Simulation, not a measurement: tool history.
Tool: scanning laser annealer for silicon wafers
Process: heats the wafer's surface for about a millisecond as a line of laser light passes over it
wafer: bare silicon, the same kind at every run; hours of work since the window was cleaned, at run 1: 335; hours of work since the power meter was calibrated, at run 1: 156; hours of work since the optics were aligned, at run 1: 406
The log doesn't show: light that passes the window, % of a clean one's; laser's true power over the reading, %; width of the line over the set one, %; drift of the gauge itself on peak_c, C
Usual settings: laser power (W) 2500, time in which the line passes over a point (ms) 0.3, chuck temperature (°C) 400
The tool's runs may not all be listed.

run	hour	laser power (W)	time in which the line passes over a point (ms)	chuck temperature (°C)	hours of work since the window was cleaned	hours of work since the power meter was calibrated	hours of work since the optics were aligned	highest temperature of the surface (°C)
1	0	2500	0.3	400	335	156	406	1073
2	21.6	2500	0.3	400	348	169	419	1063
3	34.3	2500	0.3	400	356	177	426	1066
4	56.6	2500	0.3	400	369	190	440	1060
# hour 72.6: window over the wafer cleaned
5	72.6	2500	0.256	400	0	198	448	1045
6	86.9	2500	0.256	400	9	207	457	1047
7	102.1	2500	0.307	400	18	216	466	1110
8	122.7	2500	0.307	400	30	228	478	1114
9	144.1	2500	0.307	400	43	241	491	1111
10	163.7	2500	0.357	400	55	253	503	1176
11	179.3	2500	0.357	400	64	262	512	1173
12	205.6	2500	0.357	400	80	278	528	1170
13	231.2	2500	0.3	361	95	294	543	1054
14	255.4	2500	0.3	400	110	308	558	1091
15	281.2	2500	0.3	400	125	324	573	1087
16	310.1	2500	0.3	400	143	341	591	1086
17	330.9	2500	0.3	400	155	353	603	1084
18	349.4	2500	0.3	400	166	365	614	1082
19	371.1	2500	0.3	400	179	378	627	1083
20	397.9	2500	0.3	400	195	394	643	1078
21	411.1	2500	0.3	400	203	402	651	1079
22	433.8	2500	0.3	400	217	415	665	1073
23	451.6	2689	0.296	413	227	426	676	1145
24	475.2	2732	0.3	368	242	440	690	1120
25	492	2542	0.218	382	252	450	700	952
26	511.5	2528	0.303	392	263	462	712	1073
27	535.4	2240	0.336	392	278	476	726	1006
28	552.5	2660	0.342	392	288	486	736	1173
# hour 558.9: optics aligned, line set to its width
29	571.3	2181	0.288	389	296	495	7	927
30	590	2181	0.288	389	307	506	19	925
31	614.5	2459	0.321	429	322	521	33	1100
32	628.5	2600	0.301	385	331	529	42	1076
33	642.9	2500	0.373	366	339	538	50	1104
34	669.9	2500	0.373	366	355	554	67	1100
35	686.8	2500	0.373	366	366	564	77	1099
# hour 710.4: window over the wafer cleaned
36	712.7	2500	0.373	366	1	578	91	1160
# hour 727.3: optics aligned, line set to its width, once more
37	730.7	2500	0.373	366	9	586	2	1177
38	755.3	2500	0.373	366	24	601	17	1174
39	771.3	2500	0.373	366	34	610	26	1173
40	793	2500	0.3	405	47	623	39	1112

4 ways to go on from here, each from the tool as it stands after run 40. What would each give?
A	819.1	2582	0.3	415	62	639	55	?
B	819.1	2343	0.232	439	62	639	55	?
C	819.1	2197	0.299	381	62	639	55	?
D	819.1	2435	0.337	436	62	639	55	?

run	highest temperature of the surface (°C)
A	1152
B	998
C	975
D	1165
Without the tool's hidden state the same runs would have given:
run	highest temperature of the surface (°C)
A	1167
B	1010
C	987
D	1180

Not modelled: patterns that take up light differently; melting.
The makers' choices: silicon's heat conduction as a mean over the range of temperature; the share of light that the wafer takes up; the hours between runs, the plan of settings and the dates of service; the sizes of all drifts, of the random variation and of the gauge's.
